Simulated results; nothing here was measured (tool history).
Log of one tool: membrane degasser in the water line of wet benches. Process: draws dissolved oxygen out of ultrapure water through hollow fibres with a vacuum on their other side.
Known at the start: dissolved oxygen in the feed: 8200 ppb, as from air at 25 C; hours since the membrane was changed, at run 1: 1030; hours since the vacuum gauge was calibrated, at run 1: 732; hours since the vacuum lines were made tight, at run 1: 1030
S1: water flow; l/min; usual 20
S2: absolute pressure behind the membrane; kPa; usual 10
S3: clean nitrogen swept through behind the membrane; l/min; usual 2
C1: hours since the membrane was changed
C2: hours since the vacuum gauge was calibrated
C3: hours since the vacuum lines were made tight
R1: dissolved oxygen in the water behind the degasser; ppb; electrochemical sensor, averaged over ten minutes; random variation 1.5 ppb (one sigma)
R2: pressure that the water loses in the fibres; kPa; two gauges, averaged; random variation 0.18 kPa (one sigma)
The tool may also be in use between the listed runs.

run 1 hour=0 | S1=20 S2=10 S3=2 | C1=1030 C2=732 C3=1030 | R1=161.8 R2=33.74
run 2 hour=72.5 | S1=20 S2=10 S3=2 | C1=1102 C2=805 C3=1102 | R1=163 R2=33.97
run 3 hour=174.6 | S1=20 S2=10 S3=2 | C1=1204 C2=907 C3=1204 | R1=167.5 R2=33.82
run 4 hour=313 | S1=27 S2=10 S3=2 | C1=1343 C2=1045 C3=1343 | R1=224.8 R2=45.76
run 5 hour=467.8 | S1=20 S2=10 S3=2 | C1=1498 C2=1200 C3=1498 | R1=164.4 R2=33.8
run 6 hour=607.6 | S1=20 S2=10 S3=2 | C1=1637 C2=1340 C3=1637 | R1=167.4 R2=33.63
run 7 hour=688.8 | S1=20 S2=10 S3=2 | C1=1719 C2=1421 C3=1719 | R1=164.4 R2=33.59
run 8 hour=800.7 | S1=20 S2=10 S3=2 | C1=1831 C2=1533 C3=1831 | R1=165.3 R2=34.03
run 9 hour=904.6 | S1=20 S2=9.1 S3=2 | C1=1934 C2=1637 C3=1934 | R1=143.8 R2=34.04
run 10 hour=1056.4 | S1=20 S2=10 S3=2 | C1=2086 C2=1789 C3=2086 | R1=165.9 R2=34.34
run 11 hour=1159.6 | S1=20 S2=10 S3=2 | C1=2189 C2=1892 C3=2189 | R1=169.8 R2=34.1
run 12 hour=1289.2 | S1=21 S2=10 S3=2 | C1=2319 C2=2021 C3=2319 | R1=175.1 R2=35.91
run 13 hour=1398.8 | S1=21 S2=10 S3=2 | C1=2429 C2=2131 C3=2429 | R1=177.7 R2=36.01
run 14 hour=1493.9 | S1=14 S2=10 S3=2 | C1=2524 C2=2226 C3=2524 | R1=118.3 R2=23.89
run 15 hour=1604.3 | S1=14 S2=10 S3=2 | C1=2634 C2=2336 C3=2634 | R1=118.2 R2=24.08
run 16 hour=1730.1 | S1=20 S2=10 S3=2 | C1=2760 C2=2462 C3=2760 | R1=168.3 R2=34.48
run 17 hour=1809.5 | S1=14 S2=24 S3=2 | C1=2839 C2=2542 C3=2839 | R1=347.9 R2=24.04
run 18 hour=1948.4 | S1=29 S2=10 S3=1.11 | C1=2978 C2=2680 C3=2978 | R1=405 R2=49.79
run 19 hour=2110.3 | S1=29 S2=10 S3=1.11 | C1=3140 C2=2842 C3=3140 | R1=401.6 R2=50.03
run 20 hour=2195.1 | S1=29 S2=10 S3=1.11 | C1=3225 C2=2927 C3=3225 | R1=400.4 R2=49.68
run 21 hour=2353.8 | S1=29 S2=10 S3=1.11 | C1=3384 C2=3086 C3=3384 | R1=399 R2=49.79
run 22 hour=2422.8 | S1=15 S2=6.6 S3=1.11 | C1=3453 C2=3155 C3=3453 | R1=114 R2=25.94
run 23 hour=2512.7 | S1=15 S2=6.6 S3=1.11 | C1=3543 C2=3245 C3=3543 | R1=116.9 R2=25.68
run 24 hour=2578.9 | S1=20 S2=11.9 S3=1.13 | C1=3609 C2=3311 C3=3609 | R1=354.8 R2=34.45
run 25 hour=2666 | S1=16 S2=12.7 S3=1.54 | C1=3696 C2=3398 C3=3696 | R1=242.1 R2=27.67
-- hour=2705.9 seals of the vacuum lines changed
run 26 hour=2738.8 | S1=26 S2=12.7 S3=4.21 | C1=3767 C2=3469 C3=33 | R1=156.1 R2=44.84
run 27 hour=2852.3 | S1=27 S2=9.8 S3=5.78 | C1=3880 C2=3582 C3=146 | R1=94.7 R2=46.73
run 28 hour=2943.2 | S1=27 S2=14.4 S3=1 | C1=3971 C2=3673 C3=237 | R1=641.3 R2=46.8
run 29 hour=3012.1 | S1=22 S2=9.5 S3=1 | C1=4040 C2=3742 C3=306 | R1=318.5 R2=37.95
-- hour=3052.5 vacuum gauge calibrated
run 30 hour=3134.2 | S1=20 S2=10 S3=1.38 | C1=4162 C2=82 C3=428 | R1=230.9 R2=34.55
run 31 hour=3289.5 | S1=26 S2=13.3 S3=0.84 | C1=4317 C2=237 C3=583 | R1=634 R2=45.28
run 32 hour=3413 | S1=25 S2=20.1 S3=0.84 | C1=4440 C2=360 C3=707 | R1=965.9 R2=43.64

How the hidden state differs across the entries between the runs, from the last listed run before each to the first after it:
Between runs 25 and 26: seals of the vacuum lines changed (hour 2705.9)
  true pressure behind the membrane over the reading, kPa: 0.21 -> 0.22; air that leaks in behind the membrane, l/min: 0.0143 -> 0.0028
  measured less the result without the state, R1: +9.8 -> +6.1 ppb; R2: +0.88 -> +1.45 kPa
Between runs 29 and 30: vacuum gauge calibrated (hour 3052.5)
  membrane still open, %: 96.6 -> 96.4; true pressure behind the membrane over the reading, kPa: 0.23 -> 0.05; air that leaks in behind the membrane, l/min: 0.0036 -> 0.004
  measured less the result without the state, R1: +12.9 -> +3.3 ppb; R2: +1.31 -> +1.23 kPa

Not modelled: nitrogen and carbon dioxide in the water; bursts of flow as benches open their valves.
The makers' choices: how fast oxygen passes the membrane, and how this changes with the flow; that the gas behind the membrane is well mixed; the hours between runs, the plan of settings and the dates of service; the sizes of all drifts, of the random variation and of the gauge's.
